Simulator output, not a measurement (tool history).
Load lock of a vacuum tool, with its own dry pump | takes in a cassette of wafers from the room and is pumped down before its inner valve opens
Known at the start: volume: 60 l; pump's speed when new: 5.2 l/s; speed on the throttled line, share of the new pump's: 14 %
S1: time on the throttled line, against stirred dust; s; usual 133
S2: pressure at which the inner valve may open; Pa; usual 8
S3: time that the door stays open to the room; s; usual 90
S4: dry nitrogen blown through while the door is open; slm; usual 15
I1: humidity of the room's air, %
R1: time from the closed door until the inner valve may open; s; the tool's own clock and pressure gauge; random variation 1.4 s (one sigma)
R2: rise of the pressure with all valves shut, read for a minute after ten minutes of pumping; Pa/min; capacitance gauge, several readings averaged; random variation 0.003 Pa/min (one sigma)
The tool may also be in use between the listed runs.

| run | hour | S1 | S2 | S3 | S4 | I1 | R1 | R2 |
|---|---|---|---|---|---|---|---|---|
| 1 | 0 | 133 | 8 | 90 | 15 | 45.1 | 225.8 | 0.033 |
| 2 | 118.8 | 133 | 8 | 90 | 15 | 43.1 | 223.7 | 0.031 |
| 3 | 249.3 | 133 | 8 | 90 | 15 | 44.5 | 224.9 | 0.035 |
| 4 | 366.8 | 133 | 8 | 90 | 15 | 44.1 | 225 | 0.036 |
| 5 | 457.5 | 133 | 8 | 90 | 15 | 45 | 221.5 | 0.038 |
| 6 | 584.5 | 133 | 8 | 90 | 10 | 44.4 | 224.4 | 0.034 |
| 7 | 659.1 | 133 | 8 | 90 | 15 | 45.9 | 225.3 | 0.034 |
| 8 | 731.1 | 133 | 8 | 90 | 15 | 46.8 | 225.3 | 0.038 |
| 9 | 883.4 | 133 | 8 | 90 | 15 | 47.3 | 223.5 | 0.038 |
| 10 | 1002 | 133 | 8 | 90 | 15 | 45.9 | 224.7 | 0.037 |
| 11 | 1151.8 | 133 | 8 | 90 | 15 | 45.9 | 223.5 | 0.035 |
| 12 | 1266.9 | 133 | 8 | 90 | 15 | 46.2 | 223.2 | 0.037 |
| 13 | 1371.2 | 133 | 8 | 90 | 15 | 44.5 | 227 | 0.037 |
| 14 | 1441.1 | 133 | 11 | 90 | 15 | 45 | 218.5 | 0.037 |
| 15 | 1520.6 | 133 | 11 | 90 | 15 | 45.2 | 221.2 | 0.033 |
| 16 | 1586.6 | 133 | 8 | 90 | 9 | 48.1 | 226.9 | 0.044 |
| 17 | 1719.5 | 133 | 8 | 90 | 9 | 44 | 222.7 | 0.04 |
| 18 | 1833.9 | 133 | 12 | 90 | 15 | 46.3 | 220.7 | 0.032 |
| 19 | 1907.9 | 129 | 9 | 101 | 15 | 42.2 | 218.5 | 0.037 |
| 20 | 2028.8 | 129 | 8 | 153 | 15 | 48.9 | 221.5 | 0.052 |
| 21 | 2130.1 | 129 | 8 | 153 | 15 | 44.1 | 223.3 | 0.053 |
| 22 | 2243.6 | 80 | 8 | 90 | 20 | 44.5 | 178.2 | 0.028 |
| 23 | 2340.3 | 80 | 8 | 90 | 20 | 45.8 | 178.7 | 0.028 |
| 24 | 2437.1 | 80 | 10 | 55 | 20 | 49 | 178.1 | 0.025 |
| 25 | 2556.6 | 79 | 16 | 67 | 40 | 45.2 | 169.1 | 0.014 |
| 26 | 2695.7 | 222 | 8 | 228 | 16 | 42.1 | 302.3 | 0.058 |
| 27 | 2818.7 | 222 | 8 | 228 | 16 | 44.4 | 303.6 | 0.063 |
| 28 | 2936.9 | 133 | 8 | 161 | 4 | 46.7 | 223.4 | 0.072 |
| 29 | 3059.6 | 115 | 8 | 90 | 15 | 44.6 | 210.9 | 0.035 |
| 30 | 3140.8 | 115 | 9 | 90 | 15 | 44.4 | 207.5 | 0.036 |
| 31 | 3221.1 | 131 | 12 | 164 | 9 | 45.1 | 217.8 | 0.067 |
| 32 | 3335.7 | 131 | 10 | 210 | 6 | 40.5 | 219.5 | 0.071 |
| 33 | 3400.3 | 131 | 10 | 210 | 6 | 46.9 | 219.9 | 0.084 |
| 34 | 3468.9 | 133 | 8 | 36 | 29 | 46.2 | 222.4 | 0.016 |
| 35 | 3613 | 133 | 8 | 36 | 29 | 42.9 | 225.3 | 0.014 |
| 36 | 3759.8 | 133 | 8 | 36 | 29 | 45.3 | 222.3 | 0.015 |

Forecast each of these 3 alternatives for the next run:
| A | 3908.8 | 187 | 8 | 90 | 15 | 46.5 | ? | ? |
| B | 3908.8 | 133 | 14 | 90 | 15 | 47.2 | ? | ? |
| C | 3908.8 | 101 | 8 | 27 | 35 | 46.2 | ? | ? |

| run | R1 | R2 |
|---|---|---|
| A | 270.9 | 0.034 |
| B | 218.9 | 0.038 |
| C | 196.8 | 0.013 |
Without the tool's hidden state the same runs would have given:
| run | R1 | R2 |
|---|---|---|
| A | 270.9 | 0.033 |
| B | 218.9 | 0.036 |
| C | 196.8 | 0.012 |
